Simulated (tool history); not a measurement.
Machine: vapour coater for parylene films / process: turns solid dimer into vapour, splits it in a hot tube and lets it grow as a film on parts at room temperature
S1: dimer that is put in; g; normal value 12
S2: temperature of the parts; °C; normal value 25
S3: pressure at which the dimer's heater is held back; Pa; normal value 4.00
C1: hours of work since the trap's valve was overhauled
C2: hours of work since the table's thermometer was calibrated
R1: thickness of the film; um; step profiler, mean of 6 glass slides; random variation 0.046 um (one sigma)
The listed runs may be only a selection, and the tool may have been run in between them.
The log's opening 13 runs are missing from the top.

Run 14, hour 788.0: usual settings but S2 30 °C; C1 267; C2 577. Result: R1 6.01 um.
Run 15, hour 873.6: usual settings; C1 306; C2 617. Result: R1 6.45 um.
Run 16, hour 922.1: usual settings; C1 328; C2 639. Result: R1 6.38 um.
Run 17, hour 997.8: usual settings but S1 9 g; C1 363; C2 673. Result: R1 4.78 um.
Run 18, hour 1081.9: usual settings but S2 18 °C; C1 401; C2 712. Result: R1 7.08 um.
Run 19, hour 1128.6: usual settings but S2 18 °C; C1 423; C2 733. Result: R1 6.98 um.
Run 20, hour 1188.3: usual settings but S2 34 °C, S3 4.39 Pa; C1 450; C2 760. Result: R1 5.21 um.
Run 21, hour 1273.0: usual settings but S1 19 g, S2 22 °C, S3 4.06 Pa; C1 489; C2 799. Result: R1 10.16 um.
Run 22, hour 1346.0: usual settings but S1 19 g, S2 23 °C, S3 2.24 Pa; C1 522; C2 832. Result: R1 11.19 um.
Run 23, hour 1421.8: usual settings but S1 5 g, S2 23 °C, S3 2.74 Pa; C1 557; C2 867. Result: R1 2.80 um.
At hour 1466.9: trap's valve overhauled.
Run 24, hour 1493.8: usual settings but S2 28 °C, S3 10.42 Pa; C1 12; C2 898. Result: R1 5.43 um.
Run 25, hour 1547.6: usual settings but S3 5.09 Pa; C1 37; C2 923. Result: R1 6.59 um.
Run 26, hour 1595.5: usual settings but S3 5.09 Pa; C1 59; C2 945. Result: R1 6.53 um.
Run 27, hour 1635.6: usual settings but S1 10 g, S3 3.60 Pa; C1 77; C2 963. Result: R1 5.82 um.
Run 28, hour 1674.1: usual settings but S1 10 g, S3 3.60 Pa; C1 95; C2 981. Result: R1 5.77 um.
Run 29, hour 1726.5: usual settings but S2 18 °C; C1 119; C2 1004. Result: R1 7.59 um.
Run 30, hour 1775.5: usual settings but S2 31 °C, S3 2.11 Pa; C1 141; C2 1027. Result: R1 6.98 um.
Run 31, hour 1853.8: usual settings but S1 20 g, S2 26 °C, S3 2.36 Pa; C1 177; C2 1063. Result: R1 12.26 um.
Run 32, hour 1915.4: usual settings but S1 8 g, S2 36 °C, S3 2.01 Pa; C1 205; C2 1091. Result: R1 4.23 um.
Run 33, hour 1950.8: usual settings but S1 8 g, S2 36 °C, S3 2.01 Pa; C1 221; C2 1107. Result: R1 4.19 um.
Run 34, hour 2023.0: usual settings but S3 7.36 Pa; C1 254; C2 1140. Result: R1 5.78 um.
Run 35, hour 2076.3: usual settings but S3 7.36 Pa; C1 279; C2 1164. Result: R1 5.67 um.
Run 36, hour 2126.4: usual settings but S1 5 g; C1 301; C2 1187. Result: R1 2.70 um.
Run 37, hour 2176.4: usual settings but S1 13 g, S2 29 °C, S3 2.33 Pa; C1 324; C2 1210. Result: R1 7.28 um.
Run 38, hour 2216.7: usual settings but S1 13 g, S2 29 °C, S3 2.33 Pa; C1 343; C2 1229. Result: R1 7.19 um.

5 ways to go on from here, each from the tool as it stands after run 38. What would each give?
Run A, hour 2256.8: usual settings but S1 7 g, S2 23 °C, S3 2.33 Pa; C1 361; C2 1247. Result: R1 ?.
Run B, hour 2256.8: usual settings but S1 7 g, S2 29 °C, S3 2.36 Pa; C1 361; C2 1247. Result: R1 ?.
Run C, hour 2256.8: usual settings but S1 13 g, S2 29 °C, S3 9.20 Pa; C1 361; C2 1247. Result: R1 ?.
Run D, hour 2256.8: usual settings but S1 6 g, S2 24 °C, S3 9.35 Pa; C1 361; C2 1247. Result: R1 ?.
Run E, hour 2256.8: usual settings but S1 10 g, S2 30 °C, S3 2.33 Pa; C1 361; C2 1247. Result: R1 ?.

run    R1
  A  4.26
  B  3.87
  C  5.43
  D  2.75
  E  5.43
Stripped of hidden state, with their random variation kept, the same runs would have yielded:
run    R1
  A  4.70
  B  4.27
  C  5.98
  D  3.03
  E  5.99

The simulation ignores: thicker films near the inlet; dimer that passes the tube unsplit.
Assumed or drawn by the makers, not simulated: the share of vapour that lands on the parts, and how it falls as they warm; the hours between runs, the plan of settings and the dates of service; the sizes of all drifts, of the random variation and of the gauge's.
